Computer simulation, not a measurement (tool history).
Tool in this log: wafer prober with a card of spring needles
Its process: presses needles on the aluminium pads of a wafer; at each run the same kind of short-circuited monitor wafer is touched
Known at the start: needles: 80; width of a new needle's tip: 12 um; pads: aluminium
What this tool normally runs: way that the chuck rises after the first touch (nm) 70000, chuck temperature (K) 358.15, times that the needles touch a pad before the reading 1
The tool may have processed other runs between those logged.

run   hour  way that the chuck rises after the first touch (nm)  chuck temperature (K)  times that the needles touch a pad before the reading  resistance of one needle with its contact and lead (mohm)  way that a needle slides on the pad (nm)
  1    0.0                                                70000                 358.15                                                      1                                                        230                                     10090
      11.8  -- tips cleaned on abrasive film
  2   23.0                                                70000                 358.15                                                      1                                                        228                                     10100
      26.7  -- tips cleaned on abrasive film
      41.8  -- tips cleaned on abrasive film
      58.2  -- tips cleaned on abrasive film
      58.5  -- height of the first contact set anew
  3   60.1                                                86000                 358.15                                                      1                                                        232                                     12400
      75.6  -- tips cleaned on abrasive film
  4   86.9                                                86000                 358.15                                                      1                                                        233                                     12450
      90.6  -- tips cleaned on abrasive film
     106.7  -- tips cleaned on abrasive film
     121.6  -- tips cleaned on abrasive film
  5  129.7                                                70000                 309.15                                                      1                                                        221                                     10120
     136.6  -- tips cleaned on abrasive film
  6  149.3                                                70000                 309.15                                                      1                                                        222                                     10170
     152.7  -- tips cleaned on abrasive film
     168.8  -- tips cleaned on abrasive film
  7  179.0                                                70000                 309.15                                                      1                                                        222                                     10150
     185.3  -- tips cleaned on abrasive film
     200.1  -- tips cleaned on abrasive film
  8  208.9                                                81000                 358.15                                                      1                                                        233                                     11770
     217.8  -- tips cleaned on abrasive film
     218.1  -- height of the first contact set anew
     233.4  -- tips cleaned on abrasive film
     249.5  -- tips cleaned on abrasive film
  9  249.5                                                81000                 358.15                                                      1                                                        231                                     11770
     267.0  -- tips cleaned on abrasive film
 10  272.2                                                81000                 358.15                                                      1                                                        232                                     11780
     284.1  -- tips cleaned on abrasive film
 11  294.6                                                70000                 358.15                                                      1                                                        232                                     10180
     300.2  -- tips cleaned on abrasive film
     315.7  -- tips cleaned on abrasive film
 12  321.5                                                70000                 358.15                                                      1                                                        231                                     10190
     330.9  -- tips cleaned on abrasive film
     345.7  -- tips cleaned on abrasive film
 13  348.9                                                70000                 355.15                                                      1                                                        230                                     10210
     360.6  -- tips cleaned on abrasive film
 14  367.5                                                70000                 355.15                                                      1                                                        231                                     10220
     376.0  -- tips cleaned on abrasive film
     378.8  -- height of the first contact set anew
     393.5  -- tips cleaned on abrasive film
 15  394.0                                                70000                 305.15                                                      1                                                        217                                     10240
     410.0  -- tips cleaned on abrasive film
 16  413.8                                                67000                 311.15                                                      1                                                        222                                      9780
     427.1  -- tips cleaned on abrasive film
     443.4  -- tips cleaned on abrasive film
 17  447.9                                                70000                 321.15                                                      1                                                        226                                     10240
     460.8  -- tips cleaned on abrasive film
 18  468.0                                                70000                 321.15                                                      1                                                        224                                     10220
     476.2  -- tips cleaned on abrasive film
     493.7  -- tips cleaned on abrasive film
     508.5  -- tips cleaned on abrasive film
 19  508.5                                                59000                 313.15                                                      2                                                        220                                      8650
     523.4  -- tips cleaned on abrasive film
     539.6  -- tips cleaned on abrasive film
     539.9  -- height of the first contact set anew
 20  539.9                                                63000                 395.15                                                      2                                                        241                                      9230
     554.8  -- tips cleaned on abrasive film
     570.6  -- tips cleaned on abrasive film
 21  571.4                                                63000                 395.15                                                      2                                                        243                                      9240
     586.6  -- tips cleaned on abrasive film
 22  600.5                                                61000                 342.15                                                      1                                                        230                                      8980
     602.7  -- tips cleaned on abrasive film
     618.7  -- tips cleaned on abrasive film
     634.0  -- tips cleaned on abrasive film
 23  634.9                                                62000                 336.15                                                      1                                                        229                                      9120
     650.5  -- tips cleaned on abrasive film
     664.9  -- tips cleaned on abrasive film
 24  664.9                                                59000                 299.15                                                      2                                                        222                                      8660
     679.8  -- tips cleaned on abrasive film
     696.2  -- tips cleaned on abrasive film
 25  697.2                                                67000                 325.15                                                      2                                                        225                                      9880
     700.4  -- height of the first contact set anew
     712.9  -- tips cleaned on abrasive film
     727.8  -- tips cleaned on abrasive film
 26  735.1                                                67000                 365.15                                                      2                                                        236                                      9880
     743.2  -- tips cleaned on abrasive film
     748.0  -- gauge calibrated
 27  753.3                                                60000                 358.15                                                      2                                                        230                                      8670
     759.4  -- tips cleaned on abrasive film
 28  772.8                                                60000                 358.15                                                      2                                                        232                                      8660
     775.9  -- tips cleaned on abrasive film
     792.3  -- tips cleaned on abrasive film
 29  795.2                                                62000                 358.15                                                      2                                                        233                                      8950

Predict each of these 3 candidate next runs independently; none follows another, all start after run 29:
     808.7  -- tips cleaned on abrasive film
     824.5  -- tips cleaned on abrasive film
  A  838.1                                                81000                 323.15                                                      1                                                          ?                                         ?
     808.7  -- tips cleaned on abrasive film
     824.5  -- tips cleaned on abrasive film
  B  838.1                                                66000                 386.15                                                      3                                                          ?                                         ?
     808.7  -- tips cleaned on abrasive film
     824.5  -- tips cleaned on abrasive film
  C  838.1                                                62000                 323.15                                                      2                                                          ?                                         ?

run  resistance of one needle with its contact and lead (mohm)  way that a needle slides on the pad (nm)
  A                                                        229                                     11690
  B                                                        237                                      9550
  C                                                        223                                      8980
With no hidden state in the tool, these same runs would have given:
run  resistance of one needle with its contact and lead (mohm)  way that a needle slides on the pad (nm)
  A                                                        228                                     11650
  B                                                        237                                      9520
  C                                                        222                                      8960
